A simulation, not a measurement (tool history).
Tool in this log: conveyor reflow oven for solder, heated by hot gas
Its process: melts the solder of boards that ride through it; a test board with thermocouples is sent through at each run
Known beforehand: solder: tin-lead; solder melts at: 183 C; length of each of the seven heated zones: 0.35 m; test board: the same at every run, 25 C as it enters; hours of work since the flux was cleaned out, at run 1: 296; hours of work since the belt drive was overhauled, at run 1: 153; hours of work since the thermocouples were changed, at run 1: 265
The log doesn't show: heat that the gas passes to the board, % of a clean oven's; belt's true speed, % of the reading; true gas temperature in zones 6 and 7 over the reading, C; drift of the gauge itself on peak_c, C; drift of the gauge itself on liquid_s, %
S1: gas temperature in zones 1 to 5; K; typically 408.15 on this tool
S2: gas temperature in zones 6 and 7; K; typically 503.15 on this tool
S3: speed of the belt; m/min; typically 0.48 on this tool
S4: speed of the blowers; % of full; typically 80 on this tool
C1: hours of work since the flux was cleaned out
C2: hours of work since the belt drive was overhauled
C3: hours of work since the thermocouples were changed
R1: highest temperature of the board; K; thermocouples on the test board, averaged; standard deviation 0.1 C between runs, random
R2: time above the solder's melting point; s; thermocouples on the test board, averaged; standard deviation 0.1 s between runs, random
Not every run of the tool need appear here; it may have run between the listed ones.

Run 1, hour 0: usual settings; C1 296; C2 153; C3 265. Result: R1 485.75 K, R2 59.7 s.
Run 2, hour 15.2: usual settings; C1 307; C2 165; C3 276. Result: R1 485.85 K, R2 59.5 s.
Run 3, hour 24.6: usual settings but S3 0.404 m/min; C1 314; C2 172; C3 283. Result: R1 490.95 K, R2 78.2 s.
Run 4, hour 36.7: usual settings but S2 496.15 K, S3 0.404 m/min; C1 323; C2 181; C3 292. Result: R1 484.45 K, R2 71.6 s.
Run 5, hour 43.8: usual settings but S2 496.15 K, S3 0.404 m/min; C1 328; C2 186; C3 298. Result: R1 484.55 K, R2 71.6 s.
Run 6, hour 59.6: usual settings; C1 340; C2 198; C3 309. Result: R1 485.65 K, R2 59.6 s.
Run 7, hour 72.1: usual settings but S2 511.15 K; C1 349; C2 207; C3 319. Result: R1 492.55 K, R2 65.7 s.
Run 8, hour 84: usual settings but S1 393.15 K; C1 358; C2 216; C3 327. Result: R1 482.85 K, R2 51.5 s.
Run 9, hour 96.1: usual settings but S1 393.15 K; C1 367; C2 225; C3 336. Result: R1 483.05 K, R2 51.5 s.
Run 10, hour 108: usual settings but S1 393.15 K; C1 376; C2 233; C3 345. Result: R1 483.15 K, R2 51.4 s.
Run 11, hour 118.8: usual settings but S1 393.15 K, S4 54 % of full; C1 384; C2 241; C3 353. Result: R1 474.55 K, R2 38.7 s.
Run 12, hour 126.8: usual settings but S3 0.49 m/min; C1 390; C2 247; C3 359. Result: R1 485.15 K, R2 57.6 s.
Run 13, hour 141.4: usual settings but S3 0.49 m/min; C1 401; C2 258; C3 370. Result: R1 485.05 K, R2 57.6 s.
Run 14, hour 150.7: usual settings; C1 408; C2 265; C3 377. Result: R1 485.65 K, R2 59.5 s.
At hour 160.1: flux residue cleaned out of gas plates and filters.
Run 15, hour 171.4: usual settings but S3 0.395 m/min; C1 8; C2 277; C3 389. Result: R1 491.65 K, R2 80.8 s.
Run 16, hour 178.3: usual settings but S1 411.15 K, S3 0.534 m/min; C1 14; C2 282; C3 394. Result: R1 482.85 K, R2 50.9 s.
Run 17, hour 190.5: usual settings but S1 412.15 K, S4 54 % of full; C1 23; C2 291; C3 403. Result: R1 479.35 K, R2 51.9 s.
Run 18, hour 203.8: usual settings but S1 402.15 K, S4 55 % of full; C1 32; C2 301; C3 413. Result: R1 477.45 K, R2 45.3 s.
Run 19, hour 218.3: usual settings but S1 418.15 K, S4 77 % of full; C1 43; C2 312; C3 423. Result: R1 487.05 K, R2 65.2 s.
Run 20, hour 225.6: usual settings but S1 406.15 K, S3 0.469 m/min; C1 49; C2 317; C3 429. Result: R1 486.15 K, R2 60.8 s.
Run 21, hour 233.9: usual settings but S1 405.15 K, S3 0.437 m/min; C1 55; C2 323; C3 435. Result: R1 488.05 K, R2 67.8 s.
Run 22, hour 241.2: usual settings but S1 420.15 K, S2 492.15 K, S3 0.43 m/min; C1 60; C2 329; C3 440. Result: R1 481.35 K, R2 69.1 s.
Run 23, hour 253.4: usual settings but S1 420.15 K, S2 492.15 K, S3 0.43 m/min; C1 69; C2 338; C3 449. Result: R1 481.15 K, R2 69 s.
Run 24, hour 266.4: usual settings but S1 420.15 K, S2 492.15 K, S3 0.43 m/min; C1 79; C2 347; C3 459. Result: R1 481.15 K, R2 69.2 s.
Run 25, hour 281.1: usual settings but S1 420.15 K, S2 500.15 K, S3 0.43 m/min, S4 55 % of full; C1 90; C2 358; C3 470. Result: R1 483.05 K, R2 68.5 s.
Run 26, hour 291.8: usual settings but S1 420.15 K, S2 500.15 K, S3 0.43 m/min, S4 55 % of full; C1 98; C2 366; C3 478. Result: R1 482.95 K, R2 68.5 s.
Run 27, hour 303.5: usual settings but S1 420.15 K, S2 500.15 K, S3 0.43 m/min, S4 55 % of full; C1 106; C2 375; C3 487. Result: R1 482.75 K, R2 68.4 s.
Run 28, hour 315.7: usual settings but S1 420.15 K, S2 500.15 K, S3 0.43 m/min, S4 55 % of full; C1 115; C2 384; C3 496. Result: R1 482.85 K, R2 68.3 s.
Run 29, hour 326.9: usual settings but S1 409.15 K, S2 505.15 K, S3 0.383 m/min, S4 55 % of full; C1 124; C2 392; C3 504. Result: R1 488.55 K, R2 79.3 s.
Run 30, hour 340.5: usual settings but S2 494.15 K, S3 0.462 m/min, S4 68 % of full; C1 134; C2 402; C3 514. Result: R1 476.65 K, R2 50.6 s.

Predict each of these 5 candidate next runs independently; none follows another, all start after run 30:
Run A, hour 349.3: usual settings but S1 398.15 K, S3 0.382 m/min; C1 140; C2 409; C3 521. Result: R1 ?, R2 ?.
Run B, hour 349.3: usual settings but S1 407.15 K, S2 509.15 K; C1 140; C2 409; C3 521. Result: R1 ?, R2 ?.
Run C, hour 349.3: usual settings but S2 494.15 K, S3 0.462 m/min, S4 87 % of full; C1 140; C2 409; C3 521. Result: R1 ?, R2 ?.
Run D, hour 349.3: usual settings but S1 411.15 K, S2 494.15 K, S3 0.526 m/min, S4 68 % of full; C1 140; C2 409; C3 521. Result: R1 ?, R2 ?.
Run E, hour 349.3: usual settings but S1 416.15 K, S4 83 % of full; C1 140; C2 409; C3 521. Result: R1 ?, R2 ?.

run      R1    R2
  A  490.95  79.1
  B  490.75    64
  C  480.45  57.2
  D  473.15    39
  E  487.85  65.4
Without the tool's hidden state the same runs would have given:
run      R1    R2
  A  490.95  79.1
  B  490.75    64
  C  480.45  57.2
  D  473.15    39
  E  487.85  65.4
